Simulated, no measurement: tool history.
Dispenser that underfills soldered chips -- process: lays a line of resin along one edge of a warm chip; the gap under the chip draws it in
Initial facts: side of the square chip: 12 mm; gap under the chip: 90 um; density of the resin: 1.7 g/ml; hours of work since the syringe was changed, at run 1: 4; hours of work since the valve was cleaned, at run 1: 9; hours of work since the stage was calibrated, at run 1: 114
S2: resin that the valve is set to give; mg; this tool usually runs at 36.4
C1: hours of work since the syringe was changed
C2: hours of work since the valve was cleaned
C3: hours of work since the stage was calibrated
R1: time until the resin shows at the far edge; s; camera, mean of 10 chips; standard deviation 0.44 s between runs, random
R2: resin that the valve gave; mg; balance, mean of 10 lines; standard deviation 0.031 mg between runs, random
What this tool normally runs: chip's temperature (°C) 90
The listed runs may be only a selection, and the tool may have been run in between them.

run 1 hour=0 | chip's_temperature_(°C)=90 S2=36.4 | C1=4 C2=9 C3=114 | R1=41.1 R2=36.26
run 2 hour=11.5 | chip's_temperature_(°C)=94 S2=36.4 | C1=10 C2=16 C3=121 | R1=62.5 R2=36.16
-- hour=13.5 new syringe of resin
run 3 hour=22.5 | chip's_temperature_(°C)=94 S2=36.4 | C1=5 C2=23 C3=127 | R1=40.8 R2=36.07
-- hour=33.1 new syringe of resin
run 4 hour=33.5 | chip's_temperature_(°C)=94 S2=36.4 | C1=0 C2=29 C3=134 | R1=26.6 R2=35.97
run 5 hour=44.9 | chip's_temperature_(°C)=94 S2=36.4 | C1=7 C2=36 C3=141 | R1=46.9 R2=35.89
-- hour=52.3 new syringe of resin
-- hour=57.4 dispensing valve cleaned and set on the balance
run 6 hour=61.7 | chip's_temperature_(°C)=94 S2=36.4 | C1=5 C2=3 C3=150 | R1=38.5 R2=36.4
-- hour=72.6 new syringe of resin
run 7 hour=72.6 | chip's_temperature_(°C)=94 S2=36.4 | C1=0 C2=9 C3=156 | R1=25.6 R2=36.29
run 8 hour=85 | chip's_temperature_(°C)=90 S2=36.4 | C1=7 C2=16 C3=164 | R1=55.4 R2=36.19
-- hour=91.9 new syringe of resin
run 9 hour=95.9 | chip's_temperature_(°C)=90 S2=36.4 | C1=2 C2=23 C3=170 | R1=36.9 R2=36.1
-- hour=111.7 new syringe of resin
run 10 hour=112.5 | chip's_temperature_(°C)=90 S2=31.4 | C1=0 C2=33 C3=180 | R1=32.6 R2=31.04
run 11 hour=123.6 | chip's_temperature_(°C)=90 S2=31.4 | C1=7 C2=39 C3=187 | R1=54.1 R2=30.95
-- hour=130.9 dispensing valve cleaned and set on the balance
-- hour=132.3 new syringe of resin
run 12 hour=132.9 | chip's_temperature_(°C)=90 S2=31.4 | C1=0 C2=1 C3=192 | R1=31.3 R2=31.37
run 13 hour=148.1 | chip's_temperature_(°C)=90 S2=31.4 | C1=10 C2=10 C3=201 | R1=66.8 R2=31.23
-- hour=151.7 new syringe of resin
run 14 hour=163.7 | chip's_temperature_(°C)=90 S2=36.4 | C1=7 C2=19 C3=210 | R1=54.9 R2=36.13
-- hour=171 new syringe of resin
run 15 hour=178.1 | chip's_temperature_(°C)=90 S2=36.4 | C1=4 C2=28 C3=218 | R1=43 R2=35.97
run 16 hour=186.9 | chip's_temperature_(°C)=90 S2=36.4 | C1=10 C2=33 C3=224 | R1=65.8 R2=35.95
-- hour=190.7 new syringe of resin
-- hour=204.5 dispensing valve cleaned and set on the balance
run 17 hour=204.7 | chip's_temperature_(°C)=90 S2=32.4 | C1=8 C2=0 C3=234 | R1=57.4 R2=32.41
-- hour=211 new syringe of resin
run 18 hour=213.9 | chip's_temperature_(°C)=90 S2=32.4 | C1=2 C2=5 C3=239 | R1=35.7 R2=32.27
-- hour=230.9 new syringe of resin
run 19 hour=230.9 | chip's_temperature_(°C)=102 S2=34 | C1=0 C2=16 C3=249 | R1=19.1 R2=33.79
run 20 hour=247.5 | chip's_temperature_(°C)=92 S2=38.2 | C1=10 C2=25 C3=259 | R1=61.9 R2=37.75
-- hour=250.4 new syringe of resin
run 21 hour=260.6 | chip's_temperature_(°C)=93 S2=40.6 | C1=6 C2=33 C3=267 | R1=42.8 R2=40.04
-- hour=269.6 new syringe of resin
-- hour=277.7 dispensing valve cleaned and set on the balance
run 22 hour=277.7 | chip's_temperature_(°C)=92 S2=35.5 | C1=4 C2=0 C3=276 | R1=39.2 R2=35.45
-- hour=290.7 new syringe of resin
run 23 hour=291.8 | chip's_temperature_(°C)=90 S2=37.7 | C1=1 C2=8 C3=285 | R1=32.3 R2=37.61
run 24 hour=302.5 | chip's_temperature_(°C)=93 S2=40.2 | C1=7 C2=15 C3=291 | R1=46.5 R2=39.95
-- hour=310.2 new syringe of resin
run 25 hour=310.2 | chip's_temperature_(°C)=93 S2=40.2 | C1=0 C2=19 C3=296 | R1=26.8 R2=39.86
run 26 hour=322.5 | chip's_temperature_(°C)=93 S2=40.2 | C1=7 C2=27 C3=303 | R1=48.1 R2=39.75
-- hour=329.5 new syringe of resin
run 27 hour=339.4 | chip's_temperature_(°C)=93 S2=40.2 | C1=6 C2=37 C3=313 | R1=42 R2=39.69
-- hour=348.8 new syringe of resin
-- hour=351.2 dispensing valve cleaned and set on the balance
run 28 hour=356 | chip's_temperature_(°C)=86 S2=38.7 | C1=4 C2=3 C3=322 | R1=45.6 R2=38.69
-- hour=369.6 new syringe of resin
run 29 hour=373.3 | chip's_temperature_(°C)=86 S2=38.7 | C1=2 C2=13 C3=332 | R1=42.5 R2=38.45
run 30 hour=384.4 | chip's_temperature_(°C)=77 S2=37.7 | C1=9 C2=20 C3=339 | R1=104.9 R2=37.41
-- hour=389 new syringe of resin
run 31 hour=392.7 | chip's_temperature_(°C)=105 S2=41 | C1=2 C2=25 C3=344 | R1=19.4 R2=40.65
run 32 hour=407.9 | chip's_temperature_(°C)=95 S2=45.3 | C1=11 C2=34 C3=353 | R1=59.9 R2=44.74
-- hour=409.2 new syringe of resin
run 33 hour=420.2 | chip's_temperature_(°C)=95 S2=45.3 | C1=7 C2=41 C3=360 | R1=40.7 R2=44.66
-- hour=424.9 dispensing valve cleaned and set on the balance
-- hour=429.4 new syringe of resin
run 34 hour=431.4 | chip's_temperature_(°C)=82 S2=34.7 | C1=1 C2=4 C3=366 | R1=43.9 R2=34.51
run 35 hour=441.1 | chip's_temperature_(°C)=90 S2=34.3 | C1=7 C2=10 C3=372 | R1=51.3 R2=34.1
-- hour=449.5 new syringe of resin
-- hour=451.5 stage's temperature calibrated
run 36 hour=453.9 | chip's_temperature_(°C)=90 S2=34.3 | C1=2 C2=17 C3=1 | R1=39.2 R2=33.96

What if the next run were any one of these 3? Each begins from the tool's condition after run 36:
run A hour=463.4 | chip's_temperature_(°C)=94 S2=34.3 | C1=8 C2=22 C3=7 | R1=? R2=?
run B hour=463.4 | chip's_temperature_(°C)=104 S2=46.3 | C1=8 C2=22 C3=7 | R1=? R2=?
run C hour=463.4 | chip's_temperature_(°C)=97 S2=32.6 | C1=8 C2=22 C3=7 | R1=? R2=?

run=A R1=51.7 R2=33.87
run=B R1=34.4 R2=45.72
run=C R1=47.3 R2=32.25
With no hidden state in the tool, these same runs would have given:
run=A R1=27 R2=34.29
run=B R1=18.1 R2=46.29
run=C R1=24.9 R2=32.65
